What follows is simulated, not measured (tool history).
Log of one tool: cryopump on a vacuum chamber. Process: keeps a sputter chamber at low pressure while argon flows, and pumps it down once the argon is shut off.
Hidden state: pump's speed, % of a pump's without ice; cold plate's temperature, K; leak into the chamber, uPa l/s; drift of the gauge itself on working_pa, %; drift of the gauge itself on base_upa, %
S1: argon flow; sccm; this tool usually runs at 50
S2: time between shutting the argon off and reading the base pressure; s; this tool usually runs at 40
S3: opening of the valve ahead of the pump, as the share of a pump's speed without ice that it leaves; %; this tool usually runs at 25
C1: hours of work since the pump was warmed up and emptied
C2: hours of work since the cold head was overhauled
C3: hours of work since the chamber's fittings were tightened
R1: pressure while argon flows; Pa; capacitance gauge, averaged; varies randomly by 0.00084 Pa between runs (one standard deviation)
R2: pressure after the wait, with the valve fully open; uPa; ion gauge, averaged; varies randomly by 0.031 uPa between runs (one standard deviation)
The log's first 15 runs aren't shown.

run,hour,S1,S2,S3,C1,C2,C3,R1,R2
16,439.0,50,40,25,650,1455,979,0.1815,2.35
17,466.3,25,40,25,674,1479,1003,0.0907,2.34
18,494.7,25,40,25,699,1503,1027,0.0919,2.35
19,527.4,25,40,25,727,1532,1056,0.0921,2.44
# hour 561.9: pump warmed up, emptied and cooled again
20,570.4,57,40,17,7,1565,1089,0.2849,2.11
21,590.9,79,52,23,25,1583,1107,0.2896,1.88
22,617.9,82,129,53,49,1606,1130,0.1343,1.23
23,642.5,50,40,18,70,1627,1151,0.2356,2.27
24,677.5,31,40,36,100,1658,1182,0.0737,2.20
25,702.3,31,40,36,122,1679,1203,0.0739,2.27
26,738.3,34,131,25,153,1711,1235,0.1172,1.34
27,762.1,34,131,25,174,1731,1255,0.1161,1.39
28,800.7,50,23,25,208,1765,1289,0.1732,3.44
29,832.7,30,23,25,236,1793,1317,0.1046,3.33
30,873.5,60,23,54,271,1828,1352,0.1000,3.48
31,900.2,50,120,25,294,1852,1376,0.1752,1.48
32,936.3,41,20,49,326,1883,1407,0.0756,3.94
33,956.3,41,101,19,343,1900,1424,0.1880,1.64
34,982.2,50,238,25,366,1923,1447,0.1745,1.29
35,1013.0,41,54,36,392,1950,1474,0.1031,2.19

What if the next run were any one of these 3? Each begins from the tool's condition after run 35:
A,1052.0,28,69,46,426,1984,1508,?,?
B,1052.0,50,40,18,426,1984,1508,?,?
C,1052.0,86,40,58,426,1984,1508,?,?

run,R1,R2
A,0.0566,2.01
B,0.2403,2.49
C,0.1397,2.63
Take away the tool's hidden state, keep each run's random variation, and the runs would have read:
run,R1,R2
A,0.0520,1.00
B,0.2322,1.51
C,0.1256,1.60
